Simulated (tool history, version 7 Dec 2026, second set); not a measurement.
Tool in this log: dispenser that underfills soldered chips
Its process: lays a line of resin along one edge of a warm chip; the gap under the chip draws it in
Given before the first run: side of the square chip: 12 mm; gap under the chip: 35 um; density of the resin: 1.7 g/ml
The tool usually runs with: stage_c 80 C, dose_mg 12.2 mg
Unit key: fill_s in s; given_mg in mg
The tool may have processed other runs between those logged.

Run 1, hour 0: usual settings. Result: fill_s 288.5 s, given_mg 11.82 mg.
At hour 3.2: new syringe of resin.
Run 2, hour 5.6: usual settings. Result: fill_s 174.8 s, given_mg 11.73 mg.
Run 3, hour 9: usual settings but dose_mg 10.5 mg. Result: fill_s 212.8 s, given_mg 10.12 mg.
Run 4, hour 14.3: usual settings but dose_mg 10.8 mg. Result: fill_s 267.3 s, given_mg 10.38 mg.
At hour 20.1: new syringe of resin.
Run 5, hour 20.1: usual settings but dose_mg 10.8 mg. Result: fill_s 159.9 s, given_mg 10.26 mg.
Run 6, hour 23.2: usual settings. Result: fill_s 180.8 s, given_mg 11.56 mg.
Run 7, hour 28.2: usual settings. Result: fill_s 224.7 s, given_mg 11.57 mg.
Run 8, hour 33.3: usual settings. Result: fill_s 285.1 s, given_mg 11.68 mg.
At hour 37.1: new syringe of resin.
Run 9, hour 37.4: usual settings. Result: fill_s 161.7 s, given_mg 11.5 mg.
Run 10, hour 39.8: usual settings but dose_mg 11 mg. Result: fill_s 183.6 s, given_mg 10.6 mg.
Run 11, hour 44.7: usual settings but dose_mg 11 mg. Result: fill_s 232.8 s, given_mg 10.39 mg.
Run 12, hour 49.8: usual settings but dose_mg 11 mg. Result: fill_s 292 s, given_mg 10.27 mg.
At hour 53.8: new syringe of resin.
Run 13, hour 54.5: usual settings but dose_mg 11 mg. Result: fill_s 168.4 s, given_mg 10.33 mg.
Run 14, hour 57.9: usual settings but dose_mg 13.9 mg. Result: fill_s 184.7 s, given_mg 13.06 mg.
Run 15, hour 63.5: usual settings but dose_mg 13.9 mg. Result: fill_s 235.6 s, given_mg 12.86 mg.
Run 16, hour 68.8: usual settings but dose_mg 13.9 mg. Result: fill_s 307.7 s, given_mg 12.85 mg.
At hour 70.8: new syringe of resin.
Run 17, hour 74.2: usual settings but dose_mg 13.9 mg. Result: fill_s 180.8 s, given_mg 12.98 mg.
Run 18, hour 78.8: usual settings but dose_mg 13.9 mg. Result: fill_s 219.7 s, given_mg 12.92 mg.

The next listed run, before its measurement:
Run 19, hour 81.6: usual settings. Result: fill_s ?, given_mg ?.

fill_s: 261 s
given_mg: 11.26 mg
Without the tool's hidden state the same run would have given fill_s 152.1 s, given_mg 12.18 mg.
